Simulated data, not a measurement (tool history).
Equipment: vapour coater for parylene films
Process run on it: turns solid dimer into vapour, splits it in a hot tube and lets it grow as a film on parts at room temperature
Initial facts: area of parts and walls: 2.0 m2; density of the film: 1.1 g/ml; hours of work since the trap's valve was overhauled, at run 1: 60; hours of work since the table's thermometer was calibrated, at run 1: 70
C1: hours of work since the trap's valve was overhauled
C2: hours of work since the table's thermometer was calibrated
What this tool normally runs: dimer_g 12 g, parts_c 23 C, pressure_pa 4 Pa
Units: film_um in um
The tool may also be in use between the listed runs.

Run 1, hour 0: usual settings; C1 60; C2 70. Result: film_um 3.68 um.
Run 2, hour 9.1: usual settings; C1 64; C2 75. Result: film_um 3.7 um.
Run 3, hour 18.3: usual settings but pressure_pa 6.62 Pa; C1 68; C2 79. Result: film_um 3.45 um.
Run 4, hour 32.5: usual settings but pressure_pa 6.62 Pa; C1 75; C2 85. Result: film_um 3.41 um.
Run 5, hour 40.3: usual settings but pressure_pa 6.62 Pa; C1 78; C2 89. Result: film_um 3.48 um.
Run 6, hour 51.1: usual settings but pressure_pa 6.62 Pa; C1 83; C2 94. Result: film_um 3.4 um.
Run 7, hour 64.6: usual settings; C1 89; C2 100. Result: film_um 3.66 um.
Run 8, hour 72.3: usual settings; C1 93; C2 103. Result: film_um 3.59 um.
At hour 77.4: trap's valve overhauled.
Run 9, hour 84.1: usual settings; C1 3; C2 107. Result: film_um 3.58 um.
Run 10, hour 97.3: usual settings but dimer_g 21 g, parts_c 20 C, pressure_pa 2.57 Pa; C1 9; C2 113. Result: film_um 7.67 um.
Run 11, hour 104.2: usual settings but dimer_g 21 g, parts_c 25 C, pressure_pa 7.03 Pa; C1 12; C2 116. Result: film_um 5.39 um.
Run 12, hour 115.7: usual settings but dimer_g 10 g, parts_c 18 C, pressure_pa 3.42 Pa; C1 17; C2 121. Result: film_um 3.84 um.
Run 13, hour 125.7: usual settings but dimer_g 6 g, parts_c 19 C, pressure_pa 8.01 Pa; C1 22; C2 126. Result: film_um 1.98 um.
Run 14, hour 134.9: usual settings but dimer_g 6 g, parts_c 29 C, pressure_pa 6.08 Pa; C1 26; C2 130. Result: film_um 1.29 um.
At hour 144.3: trap's valve overhauled, once more.
Run 15, hour 145.9: usual settings but dimer_g 15 g, parts_c 24 C, pressure_pa 6.52 Pa; C1 1; C2 133. Result: film_um 4.23 um.
Run 16, hour 152.7: usual settings but dimer_g 15 g, parts_c 24 C, pressure_pa 6.52 Pa; C1 4; C2 136. Result: film_um 4.15 um.

Per-run results on a tool with no hidden state, each run keeping its own random variation:
Hidden conditions of the tool in this case: vapour lost through the trap's worn valve, %; true temperature of the parts over the reading, C; drift of the gauge itself on film_um, %.
run  film_um
  1     3.72
  2     3.74
  3     3.49
  4     3.45
  5     3.53
  6     3.46
  7     3.72
  8     3.66
  9     3.68
 10      7.9
 11     5.56
 12     3.96
 13     2.05
 14     1.33
 15     4.22
 16     4.14
